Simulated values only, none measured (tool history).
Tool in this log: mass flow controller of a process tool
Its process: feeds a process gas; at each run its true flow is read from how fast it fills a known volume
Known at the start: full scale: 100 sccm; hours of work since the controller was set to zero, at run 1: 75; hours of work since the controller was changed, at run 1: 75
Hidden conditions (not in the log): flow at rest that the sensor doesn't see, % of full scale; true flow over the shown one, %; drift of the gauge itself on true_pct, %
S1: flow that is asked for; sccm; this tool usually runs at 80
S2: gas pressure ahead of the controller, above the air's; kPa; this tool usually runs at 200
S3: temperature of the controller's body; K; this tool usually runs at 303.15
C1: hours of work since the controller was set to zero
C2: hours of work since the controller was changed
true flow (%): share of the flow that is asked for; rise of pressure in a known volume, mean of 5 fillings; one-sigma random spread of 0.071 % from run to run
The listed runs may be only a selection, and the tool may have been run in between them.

Run 1, hour 0.0: usual settings; C1 75; C2 75. Result: true flow (%) 99.96.
Run 2, hour 228.1: usual settings; C1 184; C2 184. Result: true flow (%) 100.02.
Run 3, hour 488.8: usual settings; C1 309; C2 309. Result: true flow (%) 100.03.
Run 4, hour 625.1: usual settings; C1 374; C2 374. Result: true flow (%) 99.91.
Run 5, hour 828.1: usual settings; C1 471; C2 471. Result: true flow (%) 99.97.
Run 6, hour 1125.1: usual settings; C1 613; C2 613. Result: true flow (%) 99.97.
Run 7, hour 1339.3: usual settings but S1 21 sccm, S3 301.15 K; C1 716; C2 716. Result: true flow (%) 98.82.
Run 8, hour 1504.6: usual settings but S1 21 sccm, S3 301.15 K; C1 795; C2 795. Result: true flow (%) 98.93.
Run 9, hour 1695.1: usual settings but S1 21 sccm, S3 301.15 K; C1 886; C2 886. Result: true flow (%) 98.80.
Run 10, hour 2008.0: usual settings but S1 17 sccm, S2 244 kPa; C1 1035; C2 1035. Result: true flow (%) 98.76.
Run 11, hour 2204.8: usual settings but S1 17 sccm, S2 242 kPa, S3 308.15 K; C1 1129; C2 1129. Result: true flow (%) 99.15.

Consider 5 possible next runs. They are alternatives, not a sequence: every one starts from the tool as it was left by run 11. What does each give?
Run A, hour 2451.2: usual settings but S1 52 sccm; C1 1247; C2 1247. Result: true flow (%) ?.
Run B, hour 2451.2: usual settings but S1 61 sccm, S2 163 kPa, S3 295.15 K; C1 1247; C2 1247. Result: true flow (%) ?.
Run C, hour 2451.2: usual settings but S2 205 kPa, S3 301.15 K; C1 1247; C2 1247. Result: true flow (%) ?.
Run D, hour 2451.2: usual settings but S1 63 sccm, S2 166 kPa, S3 301.15 K; C1 1247; C2 1247. Result: true flow (%) ?.
Run E, hour 2451.2: usual settings but S1 97 sccm, S2 143 kPa, S3 309.15 K; C1 1247; C2 1247. Result: true flow (%) ?.

run  true flow (%)
  A          99.58
  B          99.33
  C          99.84
  D          99.71
  E         100.87
What these runs would have given with no unlogged condition in the tool:
run  true flow (%)
  A          99.58
  B          99.33
  C          99.84
  D          99.71
  E         100.87
